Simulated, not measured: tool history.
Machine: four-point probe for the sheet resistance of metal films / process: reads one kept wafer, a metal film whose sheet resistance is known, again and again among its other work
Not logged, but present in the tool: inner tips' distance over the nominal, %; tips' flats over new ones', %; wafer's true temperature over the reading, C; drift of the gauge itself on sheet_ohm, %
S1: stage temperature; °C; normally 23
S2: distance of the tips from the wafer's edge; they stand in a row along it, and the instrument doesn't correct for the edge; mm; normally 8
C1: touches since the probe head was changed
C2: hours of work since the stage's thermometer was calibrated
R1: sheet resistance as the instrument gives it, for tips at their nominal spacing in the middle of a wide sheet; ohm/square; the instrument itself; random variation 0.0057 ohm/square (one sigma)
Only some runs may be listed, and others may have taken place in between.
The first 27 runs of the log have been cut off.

run,hour,S1,S2,C1,C2,R1
28,390.8,35,9,62672,215,28.558576
29,401.7,35,9,63015,220,28.560349
30,414.1,35,9,63404,225,28.552754
31,427.2,22,3,63818,231,30.132511
32,446.1,23,6,64411,239,28.949363
33,461.2,23,6,64886,245,28.932488
34,472.5,26,37,65241,250,28.505309
35,481.9,18,12,65537,254,28.705050
36,491.3,25,14,65834,258,28.578444
37,505.9,25,14,66293,264,28.580004
38,524.7,25,14,66885,273,28.579477
39,536.1,25,14,67243,277,28.584378
40,554.3,23,48,67815,285,28.538373
41,570.4,23,15,68322,292,28.609962
42,591.0,24,66,68970,301,28.519752
43,604.0,19,10,69378,307,28.745714
44,622.4,29,18,69957,315,28.502962

Predict each of these 5 candidate next runs independently; none follows another, all start after run 44:
A,638.1,25,4,70451,321,?
B,638.1,23,18,70451,321,?
C,638.1,19,67,70451,321,?
D,638.1,25,14,70451,321,?
E,638.1,23,18,70451,321,?

run,R1
A,29.419836
B,28.582844
C,28.589593
D,28.590183
E,28.574433
With the hidden condition removed and each run's random variation left untouched, the same runs would have given:
run,R1
A,29.205979
B,28.374518
C,28.381051
D,28.381891
E,28.366169
